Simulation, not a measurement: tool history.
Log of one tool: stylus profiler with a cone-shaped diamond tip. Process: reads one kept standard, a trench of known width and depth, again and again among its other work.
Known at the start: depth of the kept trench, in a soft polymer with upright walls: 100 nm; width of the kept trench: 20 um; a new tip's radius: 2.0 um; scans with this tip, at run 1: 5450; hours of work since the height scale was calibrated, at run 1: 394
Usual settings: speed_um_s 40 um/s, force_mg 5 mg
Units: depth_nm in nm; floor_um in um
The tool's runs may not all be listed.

run	day	speed_um_s	force_mg	scans with this tip	hours of work since the height scale was calibrated	depth_nm	floor_um
1	0	40	5	5450	394	101.66	18.5
2	1.338	40	5	5640	408	101.63	18.45
3	3.229	40	5	5907	427	101.68	18.45
4	5.025	40	5	6162	445	101.63	18.52
5	5.804	40	2.07	6272	453	100.96	18.42
6	7.396	40	5	6497	470	101.64	18.46
7	8.446	40	5	6646	480	101.68	18.47
8	9.5	40	5	6795	491	101.63	18.48
9	11.079	40	5	7019	507	101.63	18.42
10	12.083	40	5	7161	518	101.64	18.45
11	13.25	40	5	7327	530	101.65	18.49
12	14.079	130	5	7443	538	101.66	18.22
13	15.942	130	5	7707	557	101.66	18.32
14	16.733	40	3.81	7819	565	101.37	18.42
15	18.538	40	3.81	8075	584	101.45	18.46
16	20.179	40	3.81	8307	600	101.41	18.39
17	21.104	40	3.81	8438	610	101.41	18.36
18	21.967	120	5	8560	619	101.7	18.21
19	23.2	120	5	8735	631	101.65	18.19
20	25.092	120	5	9003	651	101.66	18.23
21	25.988	120	5	9130	660	101.66	18.16
22	27.338	120	5	9321	674	101.66	18.19
23	28.621	120	5	9503	687	101.67	18.19
24	29.588	12	12.27	9640	697	102.97	18.45
25	30.4	36	5	9755	705	101.68	18.35
26	31.612	71	7.51	9927	718	102.18	18.35
27	32.825	154	1.86	10098	730	100.94	17.9
28	34.529	30	5.13	10339	747	101.73	18.36
29	35.821	100	2.86	10522	761	101.2	18.12
30	37.392	100	2.86	10745	777	101.18	18.11
31	38.529	52	2.73	10906	788	101.17	18.25
32	39.975	114	4.2	11111	803	101.52	18.14
33	41.562	15	5.66	11336	819	101.84	18.29
34	43.004	21	1.79	11540	834	100.93	18.32
35	44.683	20	3.09	11777	851	101.26	18.33
36	46.254	20	8.39	12000	867	102.34	18.32
37	47.458	114	4.48	12170	880	101.61	18.1
38	49.054	17	8.07	12396	896	102.34	18.34

Run 39 comes next. What will it give?
39	50.271	10	7.25	12568	908	?	?

{"run 39": {"depth_nm": 102.21, "floor_um": 18.38}}
Without the tool's hidden state the same run would have given depth_nm 102.09 nm, floor_um 18.76 um.

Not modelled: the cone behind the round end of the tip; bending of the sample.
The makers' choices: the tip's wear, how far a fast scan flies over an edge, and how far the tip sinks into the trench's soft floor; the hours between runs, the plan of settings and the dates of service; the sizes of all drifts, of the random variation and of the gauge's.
